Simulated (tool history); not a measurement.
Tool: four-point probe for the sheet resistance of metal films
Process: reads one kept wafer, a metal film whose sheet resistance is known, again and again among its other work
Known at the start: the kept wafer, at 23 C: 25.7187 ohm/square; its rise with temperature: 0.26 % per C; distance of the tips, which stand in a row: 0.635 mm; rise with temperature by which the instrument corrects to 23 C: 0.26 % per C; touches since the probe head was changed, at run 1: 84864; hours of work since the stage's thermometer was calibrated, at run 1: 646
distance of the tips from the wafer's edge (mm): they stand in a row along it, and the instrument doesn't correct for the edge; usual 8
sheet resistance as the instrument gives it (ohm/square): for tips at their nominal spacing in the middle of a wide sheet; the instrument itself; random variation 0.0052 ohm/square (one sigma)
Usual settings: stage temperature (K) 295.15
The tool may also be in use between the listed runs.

run,day,stage temperature (K),distance of the tips from the wafer's edge (mm),touches since the probe head was changed,hours of work since the stage's thermometer was calibrated,sheet resistance as the instrument gives it (ohm/square)
1,0,295.15,8,84864,646,26.163064
2,2.858,295.15,8,87031,677,26.174426
3,7.45,295.15,8,90512,725,26.204604
# day 8.65: new probe head fitted
4,12.408,295.15,8,2849,777,25.752059
5,15.292,301.15,8,5034,808,25.75197
6,18.904,301.15,8,7773,846,25.777254
7,23.758,301.15,8,11455,897,25.784175
8,28.012,301.15,8,14679,942,25.792892
9,33.012,295.15,7,18471,995,25.836182
10,36.775,295.15,7,21324,1035,25.846272
11,40.983,295.15,6,24514,1079,25.896519
12,45.042,295.15,6,27592,1122,25.919403
13,50.438,295.15,46,31684,1179,25.778121
14,54.508,295.15,46,34769,1222,25.798578
15,56.733,302.15,17,36456,1246,25.821426
16,60.458,302.15,21,39283,1285,25.812789
17,64.2,298.15,4,42119,1325,26.161311
18,69.546,305.15,7,46174,1381,25.937137
19,74.071,300.15,21,49602,1429,25.860252
20,76.775,302.15,51,51654,1458,25.848003
21,82.038,294.15,8,55643,1513,25.950821
22,86.254,291.15,8,58840,1558,25.962983
23,91.262,299.15,49,62638,1611,25.894538
24,95.975,302.15,26,66212,1661,25.911543
25,100.221,299.15,41,69430,1705,25.918539
26,103.921,293.15,4,72236,1745,26.287319
27,106.312,293.15,4,74051,1770,26.2935

Forecast each of these 4 alternatives for the next run:
A,111.588,307.15,53,78048,1826,?
B,111.588,292.15,17,78048,1826,?
C,111.588,304.15,5,78048,1826,?
D,111.588,300.15,8,78048,1826,?

run,sheet resistance as the instrument gives it (ohm/square)
A,25.954546
B,25.974386
C,26.178856
D,26.040477
Without the tool's hidden state the same runs would have given:
run,sheet resistance as the instrument gives it (ohm/square)
A,25.717334
B,25.738617
C,25.940093
D,25.803287
